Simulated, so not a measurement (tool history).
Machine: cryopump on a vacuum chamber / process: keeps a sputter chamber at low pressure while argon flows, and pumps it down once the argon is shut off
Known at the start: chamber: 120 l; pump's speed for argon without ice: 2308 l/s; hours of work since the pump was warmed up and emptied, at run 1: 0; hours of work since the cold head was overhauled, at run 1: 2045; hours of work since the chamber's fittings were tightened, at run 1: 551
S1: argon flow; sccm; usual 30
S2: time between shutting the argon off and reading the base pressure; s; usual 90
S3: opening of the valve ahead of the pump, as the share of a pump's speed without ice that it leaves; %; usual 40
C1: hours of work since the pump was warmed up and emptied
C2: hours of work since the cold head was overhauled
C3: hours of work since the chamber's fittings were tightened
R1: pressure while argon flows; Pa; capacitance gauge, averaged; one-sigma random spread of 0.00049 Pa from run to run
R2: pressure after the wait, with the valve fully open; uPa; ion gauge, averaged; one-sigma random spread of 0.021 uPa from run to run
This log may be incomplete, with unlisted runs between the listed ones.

run 1 hour=0 | S1=30 S2=90 S3=40 | C1=0 C2=2045 C3=551 | R1=0.0552 R2=0.7
run 2 hour=46.8 | S1=30 S2=90 S3=40 | C1=42 C2=2087 C3=593 | R1=0.0552 R2=0.7
run 3 hour=113.7 | S1=30 S2=90 S3=40 | C1=102 C2=2147 C3=653 | R1=0.0567 R2=0.7
run 4 hour=156.4 | S1=30 S2=61 S3=40 | C1=140 C2=2185 C3=691 | R1=0.0561 R2=0.95
run 5 hour=201.9 | S1=30 S2=90 S3=40 | C1=181 C2=2226 C3=732 | R1=0.0569 R2=0.76
run 6 hour=235.1 | S1=30 S2=90 S3=40 | C1=211 C2=2256 C3=762 | R1=0.0567 R2=0.74
run 7 hour=299.8 | S1=30 S2=90 S3=40 | C1=269 C2=2314 C3=820 | R1=0.0576 R2=0.72
run 8 hour=358.5 | S1=30 S2=90 S3=34 | C1=322 C2=2367 C3=873 | R1=0.0673 R2=0.81
run 9 hour=408.5 | S1=30 S2=90 S3=34 | C1=367 C2=2412 C3=918 | R1=0.0677 R2=0.78
run 10 hour=471.4 | S1=30 S2=90 S3=34 | C1=423 C2=2468 C3=974 | R1=0.0682 R2=0.78
run 11 hour=502.3 | S1=30 S2=90 S3=34 | C1=451 C2=2496 C3=1002 | R1=0.0676 R2=0.82
run 12 hour=565.7 | S1=30 S2=90 S3=34 | C1=508 C2=2553 C3=1059 | R1=0.069 R2=0.82
run 13 hour=604.8 | S1=30 S2=90 S3=40 | C1=543 C2=2588 C3=1094 | R1=0.0597 R2=0.8
run 14 hour=635.6 | S1=30 S2=65 S3=40 | C1=571 C2=2616 C3=1122 | R1=0.0593 R2=0.99
run 15 hour=677.8 | S1=30 S2=90 S3=29 | C1=609 C2=2654 C3=1160 | R1=0.0808 R2=0.82
run 16 hour=742.7 | S1=14 S2=90 S3=29 | C1=667 C2=2712 C3=1218 | R1=0.0383 R2=0.82
run 17 hour=812.5 | S1=30 S2=90 S3=49 | C1=730 C2=2775 C3=1281 | R1=0.0516 R2=0.87
run 18 hour=876.8 | S1=30 S2=76 S3=39 | C1=788 C2=2832 C3=1339 | R1=0.0635 R2=0.97
run 19 hour=934.7 | S1=18 S2=30 S3=21 | C1=840 C2=2884 C3=1391 | R1=0.0678 R2=1.89
run 20 hour=983.7 | S1=37 S2=36 S3=31 | C1=884 C2=2928 C3=1435 | R1=0.0971 R2=1.68
run 21 hour=1020.5 | S1=22 S2=90 S3=40 | C1=917 C2=2961 C3=1468 | R1=0.0466 R2=0.95
-- hour=1052.3 pump warmed up, emptied and cooled again
run 22 hour=1093.9 | S1=22 S2=133 S3=40 | C1=37 C2=3023 C3=1529 | R1=0.0404 R2=0.64
run 23 hour=1160.4 | S1=30 S2=36 S3=30 | C1=97 C2=3083 C3=1589 | R1=0.0744 R2=1.57
run 24 hour=1228.2 | S1=30 S2=36 S3=30 | C1=158 C2=3144 C3=1650 | R1=0.0757 R2=1.57
run 25 hour=1264.1 | S1=30 S2=36 S3=30 | C1=190 C2=3176 C3=1682 | R1=0.0755 R2=1.6
run 26 hour=1313 | S1=32 S2=141 S3=21 | C1=234 C2=3220 C3=1726 | R1=0.1131 R2=0.71
run 27 hour=1372.4 | S1=16 S2=59 S3=21 | C1=288 C2=3273 C3=1779 | R1=0.0568 R2=1.12
run 28 hour=1407.9 | S1=18 S2=238 S3=18 | C1=319 C2=3305 C3=1811 | R1=0.0751 R2=0.6
run 29 hour=1463.3 | S1=28 S2=90 S3=18 | C1=369 C2=3355 C3=1861 | R1=0.1174 R2=0.95
run 30 hour=1527.9 | S1=28 S2=90 S3=18 | C1=427 C2=3413 C3=1919 | R1=0.1171 R2=0.93
run 31 hour=1595.8 | S1=19 S2=90 S3=26 | C1=488 C2=3474 C3=1980 | R1=0.0563 R2=0.96
run 32 hour=1644.6 | S1=18 S2=91 S3=52 | C1=532 C2=3518 C3=2024 | R1=0.0284 R2=0.94
run 33 hour=1688.1 | S1=18 S2=91 S3=52 | C1=571 C2=3557 C3=2063 | R1=0.0278 R2=0.95
run 34 hour=1732.3 | S1=18 S2=91 S3=52 | C1=611 C2=3596 C3=2103 | R1=0.0285 R2=0.94

How the hidden state differs across the entries between the runs, from the last listed run before each to the first after it:
Runs 21 to 22: pump warmed up, emptied and cooled again (hour 1052.3)
  pump's speed, % of a pump's without ice: 74.5 -> 98.8; cold plate's temperature, K: 13.43 -> 13.46; leak into the chamber, uPa l/s: 719 -> 736
  measured result minus the result with no hidden state, R1: +0.0061 -> +0.0007 Pa; R2: +0.31 -> +0.2 uPa

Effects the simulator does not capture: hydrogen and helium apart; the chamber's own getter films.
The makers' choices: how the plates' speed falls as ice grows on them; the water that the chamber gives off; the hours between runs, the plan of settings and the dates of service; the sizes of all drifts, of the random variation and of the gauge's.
